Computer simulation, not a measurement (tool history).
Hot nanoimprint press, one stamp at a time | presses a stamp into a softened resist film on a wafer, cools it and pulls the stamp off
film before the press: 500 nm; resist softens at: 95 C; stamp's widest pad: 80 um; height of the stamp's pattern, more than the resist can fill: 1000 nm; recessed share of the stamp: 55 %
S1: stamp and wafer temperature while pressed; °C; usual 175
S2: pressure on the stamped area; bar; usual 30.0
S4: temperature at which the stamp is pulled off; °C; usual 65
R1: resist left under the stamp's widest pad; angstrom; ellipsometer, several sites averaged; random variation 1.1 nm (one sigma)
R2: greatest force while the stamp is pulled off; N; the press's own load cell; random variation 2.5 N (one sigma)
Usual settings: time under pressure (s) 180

run 1 hour=0.0 | S1=175 S2=30.0 time_under_pressure_(s)=180 S4=65 | R1=2505 R2=135
run 2 hour=15.3 | S1=175 S2=30.0 time_under_pressure_(s)=180 S4=72 | R1=2497 R2=122
run 3 hour=23.9 | S1=175 S2=30.0 time_under_pressure_(s)=180 S4=72 | R1=2508 R2=125
run 4 hour=37.1 | S1=175 S2=30.0 time_under_pressure_(s)=180 S4=72 | R1=2528 R2=128
run 5 hour=49.1 | S1=175 S2=30.0 time_under_pressure_(s)=180 S4=72 | R1=2504 R2=128
run 6 hour=56.0 | S1=175 S2=30.0 time_under_pressure_(s)=180 S4=72 | R1=2509 R2=129
run 7 hour=71.8 | S1=175 S2=30.0 time_under_pressure_(s)=180 S4=58 | R1=2510 R2=140
run 8 hour=84.2 | S1=175 S2=30.0 time_under_pressure_(s)=180 S4=58 | R1=2495 R2=139
run 9 hour=95.4 | S1=171 S2=30.0 time_under_pressure_(s)=180 S4=58 | R1=2909 R2=141
run 10 hour=106.5 | S1=175 S2=30.0 time_under_pressure_(s)=180 S4=51 | R1=2522 R2=148
run 11 hour=116.5 | S1=173 S2=30.0 time_under_pressure_(s)=180 S4=65 | R1=2719 R2=125
run 12 hour=133.0 | S1=173 S2=30.0 time_under_pressure_(s)=180 S4=65 | R1=2710 R2=136
run 13 hour=149.0 | S1=175 S2=30.0 time_under_pressure_(s)=180 S4=66 | R1=2504 R2=133
run 14 hour=160.7 | S1=175 S2=30.0 time_under_pressure_(s)=180 S4=66 | R1=2517 R2=131
run 15 hour=173.7 | S1=175 S2=30.0 time_under_pressure_(s)=180 S4=66 | R1=2512 R2=133
run 16 hour=185.3 | S1=175 S2=34.1 time_under_pressure_(s)=180 S4=55 | R1=2392 R2=143
run 17 hour=195.3 | S1=175 S2=34.1 time_under_pressure_(s)=180 S4=55 | R1=2398 R2=145
run 18 hour=210.1 | S1=175 S2=27.2 time_under_pressure_(s)=180 S4=54 | R1=2616 R2=144
run 19 hour=220.5 | S1=178 S2=30.0 time_under_pressure_(s)=180 S4=57 | R1=2247 R2=139
run 20 hour=231.0 | S1=180 S2=30.0 time_under_pressure_(s)=354 S4=57 | R1=1557 R2=145
run 21 hour=243.2 | S1=170 S2=38.4 time_under_pressure_(s)=275 S4=51 | R1=2348 R2=146
run 22 hour=259.8 | S1=185 S2=30.0 time_under_pressure_(s)=157 S4=60 | R1=1815 R2=139
-- hour=272.4 stamp cleaned and given a new release coat
run 23 hour=274.5 | S1=177 S2=30.0 time_under_pressure_(s)=100 S4=65 | R1=2889 R2=130
run 24 hour=290.7 | S1=176 S2=20.7 time_under_pressure_(s)=130 S4=57 | R1=3076 R2=139
run 25 hour=297.8 | S1=187 S2=18.7 time_under_pressure_(s)=255 S4=64 | R1=1669 R2=131
run 26 hour=306.3 | S1=187 S2=18.7 time_under_pressure_(s)=255 S4=64 | R1=1689 R2=134
run 27 hour=313.2 | S1=179 S2=30.0 time_under_pressure_(s)=180 S4=71 | R1=2161 R2=122
run 28 hour=322.8 | S1=179 S2=27.8 time_under_pressure_(s)=180 S4=71 | R1=2240 R2=131
run 29 hour=333.8 | S1=175 S2=23.7 time_under_pressure_(s)=308 S4=65 | R1=2240 R2=132

3 ways to go on from here, each from the tool as it stands after run 29. What would each give?
run A hour=348.1 | S1=175 S2=23.7 time_under_pressure_(s)=308 S4=61 | R1=? R2=?
run B hour=348.1 | S1=177 S2=42.1 time_under_pressure_(s)=308 S4=58 | R1=? R2=?
run C hour=348.1 | S1=175 S2=37.2 time_under_pressure_(s)=220 S4=65 | R1=? R2=?

run=A R1=2231 R2=139
run=B R1=1594 R2=140
run=C R1=2143 R2=135
Without the tool's hidden state the same runs would have given:
run=A R1=2236 R2=138
run=B R1=1597 R2=139
run=C R1=2147 R2=135
